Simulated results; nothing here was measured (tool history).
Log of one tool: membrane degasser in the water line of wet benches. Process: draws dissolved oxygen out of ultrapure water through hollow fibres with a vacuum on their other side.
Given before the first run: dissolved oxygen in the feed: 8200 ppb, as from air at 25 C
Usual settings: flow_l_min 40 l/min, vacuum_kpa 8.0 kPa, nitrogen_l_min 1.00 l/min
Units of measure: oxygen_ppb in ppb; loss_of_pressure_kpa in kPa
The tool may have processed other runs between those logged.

| run | hour | flow_l_min | vacuum_kpa | nitrogen_l_min | oxygen_ppb | loss_of_pressure_kpa |
|---|---|---|---|---|---|---|
| 1 | 0.0 | 40 | 8.0 | 1.00 | 446.3 | 39.41 |
| 2 | 95.2 | 40 | 8.0 | 1.00 | 449.6 | 39.39 |
| 3 | 151.5 | 40 | 8.0 | 1.00 | 444.3 | 39.55 |
| 4 | 270.1 | 40 | 8.0 | 1.00 | 447.3 | 39.67 |
| 5 | 321.3 | 40 | 8.0 | 0.86 | 490.6 | 39.58 |
| 6 | 383.7 | 40 | 8.0 | 0.86 | 488.8 | 39.19 |
|  | 473.0 | seals of the vacuum lines changed |
| 7 | 491.3 | 40 | 8.0 | 0.86 | 488.8 | 39.51 |
| 8 | 592.2 | 40 | 8.0 | 0.44 | 723.9 | 39.46 |
| 9 | 674.7 | 40 | 8.0 | 2.95 | 224.8 | 39.31 |
| 10 | 741.8 | 40 | 8.0 | 2.95 | 226.0 | 39.49 |
| 11 | 810.2 | 40 | 8.0 | 1.00 | 438.6 | 39.38 |
| 12 | 927.7 | 40 | 17.8 | 1.00 | 1086.3 | 39.30 |
| 13 | 1025.5 | 40 | 17.8 | 1.00 | 1094.9 | 39.52 |
| 14 | 1138.5 | 40 | 8.0 | 1.00 | 438.5 | 39.21 |
| 15 | 1195.6 | 40 | 8.0 | 1.00 | 437.5 | 39.59 |
| 16 | 1307.4 | 35 | 8.0 | 1.00 | 385.5 | 34.51 |

Expected results for the next run?
| 17 | 1409.2 | 35 | 8.0 | 1.00 | ? | ? |

oxygen_ppb: 384.7 ppb
loss_of_pressure_kpa: 34.39 kPa
Take away the tool's hidden state, keep the run-to-run variation as it was, and the same run would have given oxygen_ppb 392.1 ppb, loss_of_pressure_kpa 34.38 kPa.
